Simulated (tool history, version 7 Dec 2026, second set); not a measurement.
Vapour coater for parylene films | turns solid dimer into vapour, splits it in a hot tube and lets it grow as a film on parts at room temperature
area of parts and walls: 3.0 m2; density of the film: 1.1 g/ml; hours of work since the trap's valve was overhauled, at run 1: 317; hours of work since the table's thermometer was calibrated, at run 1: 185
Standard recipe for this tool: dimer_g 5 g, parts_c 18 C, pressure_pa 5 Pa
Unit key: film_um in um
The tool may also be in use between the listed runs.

run	hour	dimer_g	parts_c	pressure_pa	hours of work since the trap's valve was overhauled	hours of work since the table's thermometer was calibrated	film_um
1	0	5	18	5	317	185	1.093
2	21.9	5	18	5	330	198	1.088
3	41.1	5	18	5	342	210	1.095
4	59.4	5	18	9.93	353	221	0.937
5	82.8	5	18	9.93	367	235	0.939
6	105.5	5	18	9.93	381	249	0.926
7	131	5	18	5	396	264	1.107
8	148.1	9	18	5	407	274	1.972
9	163.9	9	18	5	416	284	1.989
10	183	9	18	2.67	428	296	2.304
11	203.7	2	18	2.67	440	308	0.519
12	219.2	2	18	2.67	450	317	0.507
13	230.5	5	18	7.44	456	324	0.998
14	250.5	5	18	5	469	336	1.105
15	273.6	5	18	5	482	350	1.106
16	284.8	5	18	11.7	489	357	0.902
17	307.1	5	18	11.7	503	371	0.904
18	318	5	18	11.7	509	377	0.903
19	342.4	5	18	11.7	524	392	0.902
20	364.1	5	18	11.7	537	405	0.907
21	387	5	18	11.7	551	419	0.917
22	403.6	5	18	5	561	429	1.121
23	426.8	5	18	5	575	443	1.112
24	442.2	6	28	10.47	584	452	0.937
25	462.9	3	18	5	597	465	0.674
# hour 476.7: gauge calibrated
26	480.1	5	15	5	607	475	1.152
27	506.2	5	30	3.31	623	491	0.966
# hour 521.3: trap's valve overhauled
28	529.6	5	30	3.31	5	503	0.974
29	547.3	9	18	6.88	16	514	1.829
30	571.1	9	18	5.01	30	528	1.971
31	596.3	3	21	8.43	45	543	0.549
32	616.6	6	21	4.6	58	555	1.272
33	638.7	5	11	6.22	71	569	1.194
34	664	2	11	5	86	584	0.5
35	676.9	2	11	5	94	592	0.502
36	696.5	2	22	7.48	106	604	0.377
37	714.6	3	11	8.19	117	615	0.673
38	725.1	3	11	8.19	123	621	0.676

Run 39, settings as shown, results not yet in. Your forecast:
39	743.6	7	17	7.97	134	632	?

{"run 39": {"film_um": 1.415}}
With no hidden state in the tool, this same run would have given film_um 1.394 um.
